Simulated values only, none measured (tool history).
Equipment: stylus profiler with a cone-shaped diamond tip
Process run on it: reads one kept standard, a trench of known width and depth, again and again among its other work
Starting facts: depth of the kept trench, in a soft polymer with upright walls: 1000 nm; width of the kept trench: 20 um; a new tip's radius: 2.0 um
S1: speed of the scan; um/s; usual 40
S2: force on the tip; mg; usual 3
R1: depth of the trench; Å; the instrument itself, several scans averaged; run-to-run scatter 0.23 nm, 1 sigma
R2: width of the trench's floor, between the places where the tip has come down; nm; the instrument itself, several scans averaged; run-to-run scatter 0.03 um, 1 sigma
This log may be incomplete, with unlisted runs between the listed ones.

run,hour,S1,S2,R1,R2
1,0,40,3,10149.2,15060
2,44,40,3,10146.5,14980
3,86.6,40,3,10147.7,14990
4,133.5,40,3,10155.8,14860
5,202.1,40,3.47,10165.3,14780
6,245.8,40,3.47,10167.3,14750
7,288.9,40,3.47,10169,14740
8,324.7,40,3.47,10169.3,14680
9,369.2,40,3.47,10167.6,14620
10,429.6,40,3.47,10166,14490
11,472.2,40,8.57,10287,14520
12,530.6,40,8.57,10285.4,14430
13,590.6,40,8.57,10289.5,14320
14,649.5,43,2.25,10139.1,14160
15,678.6,64,2.92,10159.4,14090
16,711.3,14,1.74,10124.4,14210
17,764.9,57,3.73,10180.2,14030
18,799.4,125,4.57,10202.7,13790

For run 19, what comes out?
19,848.7,125,4.57,?,?

R1: 10208.4 Å
R2: 13800 nm
Minus the tool's unlogged condition, the same run would have read R1 10172.6 Å, R2 16210 nm.

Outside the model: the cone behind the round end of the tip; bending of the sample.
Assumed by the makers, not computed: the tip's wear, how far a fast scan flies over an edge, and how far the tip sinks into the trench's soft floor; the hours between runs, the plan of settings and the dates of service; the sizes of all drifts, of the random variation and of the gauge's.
